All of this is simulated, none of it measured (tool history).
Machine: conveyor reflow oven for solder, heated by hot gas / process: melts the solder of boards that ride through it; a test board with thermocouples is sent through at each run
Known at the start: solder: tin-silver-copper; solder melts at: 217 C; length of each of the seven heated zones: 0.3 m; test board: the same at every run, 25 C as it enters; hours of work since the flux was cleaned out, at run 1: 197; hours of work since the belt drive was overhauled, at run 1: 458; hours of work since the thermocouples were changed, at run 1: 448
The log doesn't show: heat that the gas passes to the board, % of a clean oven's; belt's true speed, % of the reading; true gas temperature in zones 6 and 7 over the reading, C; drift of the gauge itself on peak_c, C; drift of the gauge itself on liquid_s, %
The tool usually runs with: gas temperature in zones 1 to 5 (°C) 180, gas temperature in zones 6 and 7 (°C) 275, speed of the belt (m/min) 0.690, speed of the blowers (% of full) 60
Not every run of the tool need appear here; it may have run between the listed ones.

run,hour,gas temperature in zones 1 to 5 (°C),gas temperature in zones 6 and 7 (°C),speed of the belt (m/min),speed of the blowers (% of full),hours of work since the flux was cleaned out,hours of work since the belt drive was overhauled,hours of work since the thermocouples were changed,highest temperature of the board (°C),time above the solder's melting point (s)
1,0.0,180,275,0.690,60,197,458,448,254.3,40.8
2,20.0,180,275,0.690,60,206,467,457,254.2,40.6
3,39.3,180,275,0.690,60,215,476,466,254.2,40.7
4,59.3,180,275,0.690,60,224,485,475,254.2,41.5
5,72.7,180,275,0.690,60,230,491,481,254.7,40.9
6,85.4,180,275,0.690,60,236,497,487,254.1,40.7
7,106.9,180,275,0.690,60,245,506,496,254.7,41.0
8,128.1,165,275,0.690,60,255,516,506,251.0,35.5
9,152.2,183,275,0.690,60,266,527,517,254.8,42.6
10,171.2,183,275,0.690,60,274,535,525,254.7,41.9
11,192.4,180,275,0.690,60,284,545,535,254.2,40.9
12,210.0,180,275,0.690,60,291,552,542,254.7,40.6
13,227.9,180,275,0.690,60,299,560,550,254.0,41.6
14,243.6,180,275,0.690,60,306,567,558,254.5,40.4
# hour 268.8: thermocouples of zones 6 and 7 changed
15,268.8,180,275,0.690,60,317,578,0,254.3,41.0
16,294.3,180,275,0.690,60,328,589,11,254.0,40.8
17,306.8,180,275,0.690,60,334,595,17,254.2,40.6
18,325.6,181,274,0.791,74,342,603,25,251.7,35.1

Run 19, settings as shown, results not yet in. Your forecast:
19,343.1,168,274,0.793,77,350,611,33,?,?

Run 19 yielded highest temperature of the board (°C) 249.4, time above the solder's melting point (s) 29.8.
If the tool had no hidden condition, the same run with the same run-to-run variation would have returned highest temperature of the board (°C) 249.6, time above the solder's melting point (s) 29.9.
